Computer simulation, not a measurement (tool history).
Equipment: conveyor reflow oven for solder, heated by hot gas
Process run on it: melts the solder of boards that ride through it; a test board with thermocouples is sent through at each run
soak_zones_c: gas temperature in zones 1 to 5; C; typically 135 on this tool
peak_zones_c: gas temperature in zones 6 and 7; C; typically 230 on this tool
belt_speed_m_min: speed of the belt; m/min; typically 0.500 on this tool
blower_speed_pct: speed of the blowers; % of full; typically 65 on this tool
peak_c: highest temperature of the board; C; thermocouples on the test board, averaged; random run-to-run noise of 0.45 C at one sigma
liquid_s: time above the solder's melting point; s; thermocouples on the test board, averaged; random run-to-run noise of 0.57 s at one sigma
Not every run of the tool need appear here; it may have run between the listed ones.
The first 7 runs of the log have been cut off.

| run | hour | soak_zones_c | peak_zones_c | belt_speed_m_min | blower_speed_pct | peak_c | liquid_s |
|---|---|---|---|---|---|---|---|
| 8 | 55.0 | 135 | 230 | 0.500 | 65 | 213.9 | 52.3 |
| 9 | 60.6 | 135 | 230 | 0.500 | 54 | 212.1 | 48.7 |
| 10 | 67.7 | 135 | 230 | 0.596 | 65 | 208.5 | 38.1 |
| 11 | 76.0 | 135 | 230 | 0.596 | 65 | 207.9 | 36.7 |
| 12 | 84.1 | 135 | 230 | 0.596 | 65 | 207.7 | 38.0 |
| 13 | 91.7 | 135 | 230 | 0.500 | 87 | 219.4 | 54.0 |
| 14 | 102.2 | 135 | 230 | 0.500 | 87 | 217.2 | 55.2 |
| 15 | 110.6 | 137 | 230 | 0.500 | 65 | 214.8 | 53.1 |
| 16 | 116.8 | 144 | 242 | 0.500 | 62 | 226.8 | 63.2 |
| 17 | 124.5 | 144 | 238 | 0.500 | 62 | 222.6 | 59.6 |

Expected results for the next run?
| 18 | 135.6 | 123 | 230 | 0.465 | 65 | ? | ? |

Run 18 produced peak_c 214.8 C, liquid_s 51.7 s.
The same run, on a tool lacking any hidden state, would have yielded peak_c 214.8 C, liquid_s 51.5 s.
